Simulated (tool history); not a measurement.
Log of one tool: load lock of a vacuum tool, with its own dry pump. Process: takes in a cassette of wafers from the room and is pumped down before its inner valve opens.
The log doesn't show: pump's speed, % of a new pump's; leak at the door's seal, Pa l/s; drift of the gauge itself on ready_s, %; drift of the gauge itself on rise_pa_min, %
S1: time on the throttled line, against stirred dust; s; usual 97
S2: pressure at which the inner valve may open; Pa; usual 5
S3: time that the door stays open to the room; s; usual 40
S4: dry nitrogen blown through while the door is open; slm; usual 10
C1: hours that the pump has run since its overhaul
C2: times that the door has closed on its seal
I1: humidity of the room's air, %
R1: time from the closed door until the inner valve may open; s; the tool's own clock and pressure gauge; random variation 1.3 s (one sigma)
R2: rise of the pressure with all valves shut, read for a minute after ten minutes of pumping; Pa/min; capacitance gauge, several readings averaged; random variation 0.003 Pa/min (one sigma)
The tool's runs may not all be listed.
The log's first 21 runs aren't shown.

run 22 hour=10298.7 | S1=113 S2=5 S3=40 S4=10 | C1=4414 C2=16279 | I1=45.2 | R1=224.7 R2=0.241
run 23 hour=10869.7 | S1=152 S2=5 S3=40 S4=36 | C1=4985 C2=18983 | I1=46 | R1=253.8 R2=0.297
run 24 hour=11227.6 | S1=152 S2=5 S3=87 S4=36 | C1=5343 C2=20678 | I1=47 | R1=252.7 R2=0.338
run 25 hour=11697.1 | S1=178 S2=5 S3=40 S4=4 | C1=5813 C2=22901 | I1=43.8 | R1=273.4 R2=0.415
run 26 hour=12407.7 | S1=178 S2=5 S3=40 S4=36 | C1=6523 C2=26267 | I1=45.8 | R1=273.8 R2=0.489
run 27 hour=12795 | S1=178 S2=5 S3=40 S4=36 | C1=6911 C2=28101 | I1=40.8 | R1=271 R2=0.544
run 28 hour=13124.3 | S1=81 S2=4 S3=58 S4=14 | C1=7240 C2=29660 | I1=44.7 | R1=209.5 R2=0.613
run 29 hour=13509.6 | S1=81 S2=4 S3=58 S4=14 | C1=7625 C2=31484 | I1=44.1 | R1=209.8 R2=0.677
-- hour=13728.9 door's seal changed, seat wiped
run 30 hour=14184.5 | S1=117 S2=5 S3=40 S4=10 | C1=8299 C2=2157 | I1=45.6 | R1=232 R2=0.04
run 31 hour=14683 | S1=61 S2=5 S3=132 S4=10 | C1=8797 C2=4518 | I1=46.5 | R1=192.9 R2=0.101
run 32 hour=15319.4 | S1=61 S2=5 S3=132 S4=10 | C1=9433 C2=7532 | I1=42.8 | R1=196.5 R2=0.129
run 33 hour=16022 | S1=118 S2=5 S3=36 S4=10 | C1=10136 C2=10859 | I1=45.1 | R1=237.2 R2=0.157
run 34 hour=16653 | S1=97 S2=5 S3=40 S4=13 | C1=10767 C2=13847 | I1=44.4 | R1=222 R2=0.205
run 35 hour=17154.5 | S1=97 S2=5 S3=28 S4=7 | C1=11269 C2=16222 | I1=41.1 | R1=223.5 R2=0.259
run 36 hour=17611 | S1=62 S2=8 S3=105 S4=11 | C1=11725 C2=18384 | I1=46.4 | R1=193.7 R2=0.322
run 37 hour=18293.4 | S1=62 S2=5 S3=151 S4=11 | C1=12407 C2=21615 | I1=40.5 | R1=197.6 R2=0.409

3 ways to go on from here, each from the tool as it stands after run 37. What would each give?
run A hour=19016.9 | S1=185 S2=5 S3=151 S4=5 | C1=13131 C2=25041 | I1=44.2 | R1=? R2=?
run B hour=19016.9 | S1=147 S2=5 S3=34 S4=37 | C1=13131 C2=25041 | I1=42.7 | R1=? R2=?
run C hour=19016.9 | S1=62 S2=9 S3=151 S4=11 | C1=13131 C2=25041 | I1=45.2 | R1=? R2=?

run=A R1=280.8 R2=0.537
run=B R1=257.7 R2=0.465
run=C R1=192.3 R2=0.508
Without the tool's hidden state the same runs would have given:
run=A R1=265.9 R2=0.077
run=B R1=240.5 R2=0.01
run=C R1=172.6 R2=0.057

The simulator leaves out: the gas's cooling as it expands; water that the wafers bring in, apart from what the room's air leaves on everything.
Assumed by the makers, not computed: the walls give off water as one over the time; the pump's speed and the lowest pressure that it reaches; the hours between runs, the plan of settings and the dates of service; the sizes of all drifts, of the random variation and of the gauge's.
